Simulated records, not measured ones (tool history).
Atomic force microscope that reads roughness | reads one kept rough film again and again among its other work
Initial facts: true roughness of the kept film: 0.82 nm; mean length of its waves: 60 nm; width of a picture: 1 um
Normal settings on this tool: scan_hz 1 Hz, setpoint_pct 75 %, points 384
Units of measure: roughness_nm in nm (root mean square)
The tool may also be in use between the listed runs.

{"run": 1, "day": 0.0, "scan_hz": 1, "setpoint_pct": 75, "points": 384, "roughness_nm": 0.773}
{"day": 1.229, "done": "new tip fitted"}
{"run": 2, "day": 1.979, "scan_hz": 0.65, "setpoint_pct": 75, "points": 384, "roughness_nm": 0.792}
{"run": 3, "day": 3.125, "scan_hz": 3.59, "setpoint_pct": 75, "points": 384, "roughness_nm": 0.704}
{"run": 4, "day": 4.929, "scan_hz": 1, "setpoint_pct": 75, "points": 384, "roughness_nm": 0.772}
{"day": 6.546, "done": "new tip fitted"}
{"run": 5, "day": 6.546, "scan_hz": 1, "setpoint_pct": 75, "points": 384, "roughness_nm": 0.773}
{"run": 6, "day": 7.792, "scan_hz": 1, "setpoint_pct": 75, "points": 384, "roughness_nm": 0.778}
{"run": 7, "day": 10.1, "scan_hz": 1, "setpoint_pct": 75, "points": 384, "roughness_nm": 0.767}
{"day": 11.921, "done": "new tip fitted"}
{"run": 8, "day": 12.4, "scan_hz": 1, "setpoint_pct": 75, "points": 384, "roughness_nm": 0.771}
{"run": 9, "day": 14.004, "scan_hz": 1, "setpoint_pct": 75, "points": 384, "roughness_nm": 0.766}
{"run": 10, "day": 16.046, "scan_hz": 1, "setpoint_pct": 75, "points": 384, "roughness_nm": 0.771}
{"day": 17.217, "done": "new tip fitted"}
{"run": 11, "day": 18.65, "scan_hz": 1, "setpoint_pct": 75, "points": 384, "roughness_nm": 0.771}
{"run": 12, "day": 20.375, "scan_hz": 1, "setpoint_pct": 75, "points": 384, "roughness_nm": 0.771}
{"run": 13, "day": 22.35, "scan_hz": 1, "setpoint_pct": 75, "points": 384, "roughness_nm": 0.765}
{"day": 22.5, "done": "new tip fitted"}
{"run": 14, "day": 24.533, "scan_hz": 1, "setpoint_pct": 75, "points": 384, "roughness_nm": 0.763}
{"run": 15, "day": 26.688, "scan_hz": 1, "setpoint_pct": 75, "points": 384, "roughness_nm": 0.768}
{"day": 27.862, "done": "new tip fitted"}
{"run": 16, "day": 28.162, "scan_hz": 1.92, "setpoint_pct": 80, "points": 384, "roughness_nm": 0.726}
{"run": 17, "day": 29.954, "scan_hz": 1.01, "setpoint_pct": 84, "points": 623, "roughness_nm": 0.749}
{"run": 18, "day": 31.492, "scan_hz": 0.57, "setpoint_pct": 87, "points": 384, "roughness_nm": 0.765}
{"run": 19, "day": 32.738, "scan_hz": 0.7, "setpoint_pct": 80, "points": 842, "roughness_nm": 0.767}
{"day": 33.133, "done": "new tip fitted"}
{"run": 20, "day": 35.129, "scan_hz": 0.7, "setpoint_pct": 80, "points": 842, "roughness_nm": 0.77}
{"run": 21, "day": 37.179, "scan_hz": 2.02, "setpoint_pct": 80, "points": 329, "roughness_nm": 0.719}
{"day": 38.417, "done": "new tip fitted"}
{"run": 22, "day": 39.658, "scan_hz": 2.02, "setpoint_pct": 80, "points": 329, "roughness_nm": 0.714}
{"run": 23, "day": 41.508, "scan_hz": 3.36, "setpoint_pct": 60, "points": 321, "roughness_nm": 0.751}

4 ways to go on from here, each from the tool as it stands after run 23. What would each give?
{"run": "A", "day": 43.275, "scan_hz": 1.82, "setpoint_pct": 60, "points": 321, "roughness_nm": "?"}
{"run": "B", "day": 43.275, "scan_hz": 1, "setpoint_pct": 60, "points": 384, "roughness_nm": "?"}
{"run": "C", "day": 43.275, "scan_hz": 3.07, "setpoint_pct": 85, "points": 737, "roughness_nm": "?"}
{"run": "D", "day": 43.275, "scan_hz": 1.24, "setpoint_pct": 88, "points": 384, "roughness_nm": "?"}

run=A roughness_nm=0.767
run=B roughness_nm=0.781
run=C roughness_nm=0.66
run=D roughness_nm=0.727
With the hidden condition removed and each run's random variation left untouched, the same runs would have given:
run=A roughness_nm=0.785
run=B roughness_nm=0.8
run=C roughness_nm=0.676
run=D roughness_nm=0.744
